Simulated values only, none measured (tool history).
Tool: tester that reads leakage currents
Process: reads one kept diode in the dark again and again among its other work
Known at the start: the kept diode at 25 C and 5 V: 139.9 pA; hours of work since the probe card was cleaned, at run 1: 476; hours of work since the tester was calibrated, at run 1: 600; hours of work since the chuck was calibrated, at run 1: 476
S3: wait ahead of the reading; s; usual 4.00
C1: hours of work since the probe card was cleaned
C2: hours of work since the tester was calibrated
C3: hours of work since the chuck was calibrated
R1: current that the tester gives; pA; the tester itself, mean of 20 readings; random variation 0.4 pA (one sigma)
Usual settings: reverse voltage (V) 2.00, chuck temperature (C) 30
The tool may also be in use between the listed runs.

run 1 hour=0.0 | reverse_voltage_(V)=2.00 chuck_temperature_(C)=30 S3=4.00 | C1=476 C2=600 C3=476 | R1=132.59
run 2 hour=47.1 | reverse_voltage_(V)=2.00 chuck_temperature_(C)=30 S3=4.00 | C1=497 C2=620 C3=497 | R1=132.67
run 3 hour=120.1 | reverse_voltage_(V)=2.00 chuck_temperature_(C)=30 S3=4.00 | C1=529 C2=653 C3=529 | R1=132.26
run 4 hour=218.7 | reverse_voltage_(V)=2.00 chuck_temperature_(C)=30 S3=4.00 | C1=573 C2=696 C3=573 | R1=132.40
run 5 hour=303.7 | reverse_voltage_(V)=2.00 chuck_temperature_(C)=30 S3=4.00 | C1=610 C2=734 C3=610 | R1=131.45
run 6 hour=385.7 | reverse_voltage_(V)=2.00 chuck_temperature_(C)=30 S3=4.00 | C1=647 C2=770 C3=647 | R1=131.75
run 7 hour=451.5 | reverse_voltage_(V)=2.00 chuck_temperature_(C)=30 S3=4.00 | C1=676 C2=799 C3=676 | R1=132.15
run 8 hour=525.3 | reverse_voltage_(V)=4.76 chuck_temperature_(C)=27 S3=1.06 | C1=708 C2=832 C3=708 | R1=164.03
run 9 hour=600.3 | reverse_voltage_(V)=4.76 chuck_temperature_(C)=27 S3=1.06 | C1=741 C2=865 C3=741 | R1=164.01
-- hour=617.7 chuck's temperature calibrated
run 10 hour=693.3 | reverse_voltage_(V)=4.76 chuck_temperature_(C)=27 S3=1.06 | C1=782 C2=905 C3=33 | R1=163.00
run 11 hour=780.5 | reverse_voltage_(V)=14.87 chuck_temperature_(C)=28 S3=0.45 | C1=820 C2=943 C3=72 | R1=335.86
run 12 hour=837.1 | reverse_voltage_(V)=14.87 chuck_temperature_(C)=28 S3=0.45 | C1=845 C2=968 C3=97 | R1=337.53

3 ways to go on from here, each from the tool as it stands after run 12. What would each give?
run A hour=907.5 | reverse_voltage_(V)=1.61 chuck_temperature_(C)=28 S3=0.45 | C1=876 C2=999 C3=128 | R1=?
run B hour=907.5 | reverse_voltage_(V)=1.22 chuck_temperature_(C)=57 S3=0.45 | C1=876 C2=999 C3=128 | R1=?
run C hour=907.5 | reverse_voltage_(V)=10.50 chuck_temperature_(C)=28 S3=0.45 | C1=876 C2=999 C3=128 | R1=?

run=A R1=98.66
run=B R1=883.90
run=C R1=276.28
Without the tool's hidden state the same runs would have given:
run=A R1=98.63
run=B R1=883.76
run=C R1=276.19
